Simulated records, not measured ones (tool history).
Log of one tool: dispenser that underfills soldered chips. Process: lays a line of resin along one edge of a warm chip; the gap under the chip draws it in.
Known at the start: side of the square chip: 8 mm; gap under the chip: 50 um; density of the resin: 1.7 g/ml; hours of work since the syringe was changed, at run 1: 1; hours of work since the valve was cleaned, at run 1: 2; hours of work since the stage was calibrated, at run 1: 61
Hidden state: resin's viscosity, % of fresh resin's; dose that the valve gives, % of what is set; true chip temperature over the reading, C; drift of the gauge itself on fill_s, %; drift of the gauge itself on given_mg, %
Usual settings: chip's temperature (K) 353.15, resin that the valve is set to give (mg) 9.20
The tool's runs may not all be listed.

run,hour,chip's temperature (K),resin that the valve is set to give (mg),hours of work since the syringe was changed,hours of work since the valve was cleaned,hours of work since the stage was calibrated,time until the resin shows at the far edge (s),resin that the valve gave (mg)
1,0.0,353.15,9.20,1,2,61,32.3,9.17
2,3.6,353.15,9.20,3,5,63,38.7,9.14
3,7.1,353.15,9.20,6,7,66,45.4,9.14
# hour 7.9: new syringe of resin
4,10.0,353.15,9.20,2,9,67,35.0,9.13
5,15.2,353.15,9.20,5,13,71,43.9,9.14
# hour 16.6: new syringe of resin
6,18.1,353.15,9.20,1,15,73,33.0,9.12
7,22.4,339.15,9.20,4,18,76,73.0,9.14
# hour 25.5: new syringe of resin
8,25.5,339.15,9.20,0,20,78,55.7,9.09
9,27.8,339.15,9.20,2,21,80,63.4,9.10
10,30.2,353.15,9.20,3,23,82,38.0,9.11
# hour 34.1: new syringe of resin
11,35.1,353.15,9.20,1,26,85,33.6,9.09
12,39.2,353.15,9.20,4,29,88,40.3,9.08
13,41.9,338.15,9.20,6,31,90,88.1,9.06
# hour 42.6: new syringe of resin
14,47.5,353.15,9.63,4,35,94,40.2,9.48
15,50.4,353.15,9.20,6,37,96,47.0,9.05
# hour 51.2: new syringe of resin
16,54.5,353.15,9.20,2,40,98,36.3,9.06
17,58.9,366.15,9.20,6,43,101,27.2,9.02
# hour 59.9: new syringe of resin
18,62.0,353.15,11.82,2,45,104,33.8,11.60
19,64.6,353.15,11.82,3,47,105,37.8,11.58
# hour 68.7: new syringe of resin
20,69.2,360.15,9.20,0,50,108,24.9,8.99
21,74.9,348.15,9.00,4,54,113,52.5,8.80
# hour 77.5: new syringe of resin
22,80.1,362.15,7.91,2,58,116,25.1,7.72
# hour 86.0: new syringe of resin
23,86.0,365.15,8.12,0,62,120,20.3,7.90
24,90.7,365.15,10.52,3,65,124,25.1,10.22
# hour 94.6: new syringe of resin
25,95.0,364.15,7.98,0,68,126,21.2,7.75
26,98.8,354.15,9.27,3,71,129,37.1,8.99
# hour 103.3: new syringe of resin
27,104.2,354.15,9.27,1,74,133,31.9,8.99
# hour 105.8: dispensing valve cleaned and set on the balance
28,108.1,354.15,9.27,3,2,135,36.0,9.29
# hour 112.8: new syringe of resin
29,113.4,354.15,9.27,0,5,138,31.2,9.22
30,119.1,361.15,7.95,5,9,143,31.0,7.92
# hour 121.3: new syringe of resin
31,125.0,348.15,8.10,3,13,147,46.5,8.07
32,127.8,345.15,8.10,5,15,149,59.7,8.08
# hour 130.1: new syringe of resin
33,131.5,365.15,9.86,1,18,151,21.7,9.79
34,134.7,365.15,9.86,3,20,153,24.3,9.78
# hour 138.6: new syringe of resin
35,140.1,353.15,9.48,1,24,157,33.5,9.36
36,144.5,359.15,11.90,4,27,160,32.5,11.79
# hour 147.3: new syringe of resin
37,148.0,345.15,8.54,1,29,162,49.4,8.44

Forecast each of these 3 alternatives for the next run:
A,153.3,355.15,9.23,4,33,166,?,?
B,153.3,355.15,11.71,4,33,166,?,?
C,153.3,346.15,10.27,4,33,166,?,?

run,time until the resin shows at the far edge (s),resin that the valve gave (mg)
A,40.3,9.12
B,38.9,11.56
C,56.9,10.12
Without the tool's hidden state the same runs would have given:
run,time until the resin shows at the far edge (s),resin that the valve gave (mg)
A,28.6,9.23
B,27.3,11.70
C,40.2,10.25
